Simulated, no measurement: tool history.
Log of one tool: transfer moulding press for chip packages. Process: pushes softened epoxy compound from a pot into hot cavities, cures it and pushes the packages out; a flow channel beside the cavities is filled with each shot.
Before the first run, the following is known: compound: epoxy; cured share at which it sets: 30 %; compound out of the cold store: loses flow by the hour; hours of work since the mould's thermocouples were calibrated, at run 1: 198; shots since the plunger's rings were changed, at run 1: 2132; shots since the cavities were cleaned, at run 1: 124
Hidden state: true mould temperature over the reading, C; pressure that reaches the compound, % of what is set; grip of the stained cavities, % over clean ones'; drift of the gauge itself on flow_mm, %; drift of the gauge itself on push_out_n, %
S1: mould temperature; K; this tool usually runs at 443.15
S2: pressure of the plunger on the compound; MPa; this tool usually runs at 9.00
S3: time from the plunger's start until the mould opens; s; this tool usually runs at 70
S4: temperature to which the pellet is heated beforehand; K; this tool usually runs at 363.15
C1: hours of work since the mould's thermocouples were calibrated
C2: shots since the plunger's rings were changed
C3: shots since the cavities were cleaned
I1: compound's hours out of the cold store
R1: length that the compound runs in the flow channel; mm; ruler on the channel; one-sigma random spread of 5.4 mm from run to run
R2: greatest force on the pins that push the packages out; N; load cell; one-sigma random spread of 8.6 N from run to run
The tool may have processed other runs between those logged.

| run | hour | S1 | S2 | S3 | S4 | C1 | C2 | C3 | I1 | R1 | R2 |
|---|---|---|---|---|---|---|---|---|---|---|---|
| 1 | 0.0 | 443.15 | 9.00 | 70 | 363.15 | 198 | 2132 | 124 | 35.6 | 731 | 404 |
| 2 | 20.7 | 443.15 | 9.00 | 70 | 363.15 | 206 | 2320 | 312 | 11.8 | 816 | 389 |
| 3 | 29.9 | 443.15 | 9.00 | 70 | 363.15 | 210 | 2403 | 395 | 35.5 | 725 | 396 |
| 4 | 41.9 | 443.15 | 9.00 | 57 | 363.15 | 215 | 2512 | 504 | 21.9 | 768 | 638 |
|  | 48.5 | plunger's sealing rings changed |
| 5 | 58.2 | 443.15 | 9.63 | 57 | 363.15 | 221 | 88 | 630 | 8.3 | 840 | 684 |
| 6 | 73.6 | 443.15 | 9.00 | 64 | 363.15 | 228 | 227 | 769 | 46.0 | 698 | 457 |
|  | 87.7 | cavities cleaned with cleaning compound and waxed |
| 7 | 93.7 | 443.15 | 9.00 | 70 | 363.15 | 236 | 396 | 55 | 24.3 | 763 | 393 |
| 8 | 112.2 | 443.15 | 9.00 | 70 | 363.15 | 244 | 564 | 223 | 10.6 | 817 | 403 |
| 9 | 121.6 | 443.15 | 9.00 | 70 | 363.15 | 248 | 649 | 308 | 46.4 | 698 | 386 |
| 10 | 140.9 | 443.15 | 9.00 | 70 | 363.15 | 256 | 825 | 484 | 8.4 | 804 | 410 |
| 11 | 159.3 | 443.15 | 9.00 | 70 | 363.15 | 264 | 991 | 650 | 42.1 | 707 | 394 |
| 12 | 169.1 | 443.15 | 9.00 | 70 | 363.15 | 268 | 1080 | 739 | 19.5 | 779 | 404 |
|  | 185.8 | cavities cleaned with cleaning compound and waxed |
| 13 | 186.9 | 443.15 | 9.00 | 70 | 363.15 | 275 | 1229 | 11 | 29.4 | 742 | 398 |
| 14 | 205.1 | 443.15 | 9.00 | 70 | 363.15 | 283 | 1393 | 175 | 24.5 | 753 | 392 |
| 15 | 223.1 | 443.15 | 9.00 | 70 | 363.15 | 291 | 1557 | 339 | 46.9 | 693 | 394 |
| 16 | 231.8 | 439.15 | 7.26 | 72 | 357.15 | 294 | 1635 | 417 | 35.9 | 655 | 469 |
| 17 | 249.4 | 438.15 | 10.29 | 66 | 354.15 | 302 | 1795 | 577 | 9.8 | 876 | 693 |
| 18 | 260.4 | 443.15 | 10.60 | 56 | 359.15 | 307 | 1896 | 678 | 38.0 | 775 | 681 |
| 19 | 280.9 | 449.15 | 7.71 | 50 | 363.15 | 315 | 2081 | 863 | 20.6 | 712 | 637 |
|  | 283.9 | cavities cleaned with cleaning compound and waxed |
| 20 | 293.1 | 448.15 | 7.17 | 50 | 363.15 | 320 | 2179 | 84 | 11.1 | 716 | 721 |
| 21 | 309.1 | 443.15 | 9.00 | 85 | 357.15 | 327 | 2324 | 229 | 35.2 | 732 | 317 |
| 22 | 329.1 | 443.15 | 10.06 | 70 | 363.15 | 335 | 2505 | 410 | 26.0 | 803 | 401 |
|  | 336.9 | plunger's sealing rings changed |
| 23 | 345.1 | 440.15 | 7.15 | 74 | 363.15 | 341 | 75 | 533 | 26.3 | 685 | 434 |
| 24 | 362.1 | 445.15 | 6.92 | 70 | 365.15 | 348 | 229 | 687 | 44.1 | 611 | 363 |
| 25 | 373.8 | 449.15 | 9.00 | 53 | 363.15 | 353 | 335 | 793 | 22.7 | 755 | 551 |
|  | 385.5 | cavities cleaned with cleaning compound and waxed |
| 26 | 389.0 | 443.15 | 9.00 | 53 | 358.15 | 359 | 460 | 32 | 27.4 | 756 | 814 |
| 27 | 399.3 | 443.15 | 8.53 | 70 | 363.15 | 364 | 553 | 125 | 16.9 | 761 | 395 |
| 28 | 407.9 | 441.15 | 8.53 | 70 | 363.15 | 367 | 631 | 203 | 44.6 | 687 | 423 |

Each row is a separate what-if for the run after 28, all from the same tool condition, not one after another. Results?
| A | 423.3 | 443.15 | 7.83 | 70 | 363.15 | 374 | 770 | 342 | 25.7 | ? | ? |
| B | 423.3 | 441.15 | 8.53 | 70 | 365.15 | 374 | 770 | 342 | 9.3 | ? | ? |
| C | 423.3 | 441.15 | 7.03 | 70 | 358.15 | 374 | 770 | 342 | 16.0 | ? | ? |

| run | R1 | R2 |
|---|---|---|
| A | 719 | 374 |
| B | 796 | 440 |
| C | 705 | 471 |
With no hidden state in the tool, these same runs would have given:
| run | R1 | R2 |
|---|---|---|
| A | 719 | 370 |
| B | 796 | 435 |
| C | 706 | 466 |
